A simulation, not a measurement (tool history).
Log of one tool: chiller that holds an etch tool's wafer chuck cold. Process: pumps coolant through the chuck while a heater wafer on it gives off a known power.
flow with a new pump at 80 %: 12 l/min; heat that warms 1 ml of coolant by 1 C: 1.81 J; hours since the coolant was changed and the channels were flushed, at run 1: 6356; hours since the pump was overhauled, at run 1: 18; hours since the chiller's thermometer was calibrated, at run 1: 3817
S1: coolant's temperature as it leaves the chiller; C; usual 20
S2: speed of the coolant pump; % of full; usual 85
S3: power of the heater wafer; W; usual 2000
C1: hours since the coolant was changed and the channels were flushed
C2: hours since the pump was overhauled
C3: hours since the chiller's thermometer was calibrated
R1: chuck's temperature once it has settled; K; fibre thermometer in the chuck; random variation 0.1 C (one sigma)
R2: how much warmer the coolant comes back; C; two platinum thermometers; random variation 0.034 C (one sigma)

Run 1, day 0: usual settings; C1 6356; C2 18; C3 3817. Result: R1 314.35 K, R2 5.15 C.
Run 2, day 5.508: usual settings; C1 6488; C2 150; C3 3950. Result: R1 314.35 K, R2 5.19 C.
Run 3, day 11.412: usual settings; C1 6630; C2 292; C3 4091. Result: R1 314.55 K, R2 5.19 C.
Run 4, day 16.971: usual settings but S1 26 C; C1 6763; C2 425; C3 4225. Result: R1 320.55 K, R2 5.21 C.
Run 5, day 25.2: usual settings; C1 6961; C2 623; C3 4422. Result: R1 314.75 K, R2 5.23 C.
Run 6, day 32.046: usual settings; C1 7125; C2 787; C3 4586. Result: R1 314.75 K, R2 5.23 C.
At day 34.433: coolant changed, channels flushed.
Run 7, day 38.133: usual settings but S3 1911 W; C1 89; C2 927; C3 4727. Result: R1 312.25 K, R2 5.02 C.
At day 44.125: chiller's thermometer calibrated.
Run 8, day 45.829: usual settings but S3 1911 W; C1 273; C2 1111; C3 41. Result: R1 312.75 K, R2 5.02 C.
Run 9, day 51.662: usual settings but S3 1911 W; C1 413; C2 1251; C3 181. Result: R1 312.85 K, R2 5.05 C.
Run 10, day 55.675: usual settings but S3 2276 W; C1 509; C2 1347; C3 277. Result: R1 316.65 K, R2 5.97 C.
Run 11, day 63.954: usual settings but S3 2276 W; C1 708; C2 1546; C3 476. Result: R1 316.55 K, R2 6.1 C.
Run 12, day 70.425: usual settings but S3 2276 W; C1 863; C2 1701; C3 631. Result: R1 316.65 K, R2 6.15 C.
Run 13, day 74.171: usual settings but S3 2276 W; C1 953; C2 1791; C3 721. Result: R1 316.45 K, R2 6.09 C.
Run 14, day 81.771: usual settings but S1 21 C; C1 1135; C2 1973; C3 904. Result: R1 315.05 K, R2 5.32 C.
Run 15, day 88.633: usual settings but S1 21 C; C1 1300; C2 2138; C3 1068. Result: R1 315.05 K, R2 5.35 C.
Run 16, day 95.9: usual settings but S1 21 C; C1 1474; C2 2312; C3 1243. Result: R1 315.15 K, R2 5.4 C.
Run 17, day 102.633: usual settings but S1 13 C, S2 96 % of full, S3 1658 W; C1 1636; C2 2474; C3 1404. Result: R1 302.25 K, R2 3.97 C.
Run 18, day 109.233: usual settings but S1 13 C, S2 96 % of full, S3 1658 W; C1 1794; C2 2632; C3 1563. Result: R1 302.25 K, R2 3.96 C.
Run 19, day 116.683: usual settings but S1 13 C, S2 83 % of full, S3 2881 W; C1 1973; C2 2811; C3 1741. Result: R1 316.95 K, R2 8.01 C.
Run 20, day 122.933: usual settings but S3 1565 W; C1 2123; C2 2961; C3 1891. Result: R1 309.85 K, R2 4.39 C.
Run 21, day 129.208: usual settings but S1 22 C, S3 2207 W; C1 2274; C2 3112; C3 2042. Result: R1 318.65 K, R2 6.03 C.
Run 22, day 137.204: usual settings but S1 18 C, S2 91 % of full; C1 2466; C2 3304; C3 2234. Result: R1 311.45 K, R2 5.19 C.
Run 23, day 145.371: usual settings but S1 18 C, S2 87 % of full, S3 2439 W; C1 2662; C2 3500; C3 2430. Result: R1 317.05 K, R2 6.53 C.
Run 24, day 153.212: usual settings but S1 18 C, S2 87 % of full, S3 2439 W; C1 2850; C2 3688; C3 2618. Result: R1 316.85 K, R2 6.56 C.
Run 25, day 157.238: usual settings but S1 28 C, S2 90 % of full; C1 2946; C2 3785; C3 2715. Result: R1 321.75 K, R2 5.23 C.
Run 26, day 163.229: usual settings but S1 18 C, S3 1487 W; C1 3090; C2 3928; C3 2859. Result: R1 306.95 K, R2 4.03 C.
Run 27, day 169.829: usual settings but S1 18 C, S3 1487 W; C1 3249; C2 4087; C3 3017. Result: R1 307.05 K, R2 4.12 C.
Run 28, day 176.462: usual settings but S1 22 C, S2 74 % of full, S3 1329 W; C1 3408; C2 4246; C3 3176. Result: R1 310.85 K, R2 4.22 C.
Run 29, day 181.296: usual settings but S1 13 C, S2 88 % of full, S3 1205 W; C1 3524; C2 4362; C3 3292. Result: R1 298.95 K, R2 3.24 C.
Run 30, day 185.967: usual settings but S1 15 C, S2 63 % of full; C1 3636; C2 4474; C3 3404. Result: R1 314.65 K, R2 7.47 C.
Run 31, day 189.558: usual settings but S2 78 % of full; C1 3722; C2 4560; C3 3490. Result: R1 316.15 K, R2 6.07 C.

3 ways to go on from here, each from the tool as it stands after run 31. What would each give?
Run A, day 195.45: usual settings but S1 25 C, S2 78 % of full; C1 3863; C2 4702; C3 3632. Result: R1 ?, R2 ?.
Run B, day 195.45: usual settings but S3 2515 W; C1 3863; C2 4702; C3 3632. Result: R1 ?, R2 ?.
Run C, day 195.45: usual settings but S2 71 % of full; C1 3863; C2 4702; C3 3632. Result: R1 ?, R2 ?.

run      R1    R2
  A  321.15  6.16
  B  320.55  7.12
  C  317.95  6.69
Without the tool's hidden state the same runs would have given:
run      R1    R2
  A  319.45  5.72
  B  318.45   6.6
  C  316.15  6.21
